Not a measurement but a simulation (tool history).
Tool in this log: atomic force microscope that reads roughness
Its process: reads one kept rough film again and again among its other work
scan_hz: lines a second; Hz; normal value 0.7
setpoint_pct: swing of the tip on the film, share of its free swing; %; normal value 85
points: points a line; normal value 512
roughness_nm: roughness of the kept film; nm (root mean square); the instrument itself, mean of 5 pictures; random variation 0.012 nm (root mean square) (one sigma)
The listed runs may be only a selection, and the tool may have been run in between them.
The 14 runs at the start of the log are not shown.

run	hour	scan_hz	setpoint_pct	points	roughness_nm
15	404.5	0.7	86	512	2.696
16	423.2	0.7	86	512	2.596
17	459.6	0.7	85	512	2.503
18	486.4	0.7	85	512	2.409
19	504.8	0.7	85	512	2.349
20	532.6	0.508	57	499	2.365
21	566.9	0.508	57	499	2.238
22	603.2	0.7	73	909	2.154
23	638.2	1.544	71	475	2.035
# hour 642: new tip fitted
24	658	3.278	61	475	2.644
25	679.1	3.278	61	475	2.568
26	714.5	1.077	68	798	2.519
27	744.3	0.7	76	298	2.384
28	765.6	0.7	76	298	2.313
29	793.1	0.7	76	298	2.247
30	813.9	0.7	64	820	2.256
31	836.2	1.425	76	445	2.115
32	868.4	1.833	76	356	2.014
33	890.7	2.842	87	649	1.806
# hour 904.5: new tip fitted
34	907.8	2.842	87	649	2.446

Each row is a separate what-if for the run after 34, all from the same tool condition, not one after another. Results?
A	937.8	0.641	85	751	?
B	937.8	0.7	85	512	?
C	937.8	1.686	72	649	?
D	937.8	2.842	65	649	?
E	937.8	1.789	85	317	?

run	roughness_nm
A	2.645
B	2.628
C	2.623
D	2.584
E	2.481
Without the tool's unlogged condition, the same runs would have read:
run	roughness_nm
A	2.79
B	2.772
C	2.766
D	2.726
E	2.617
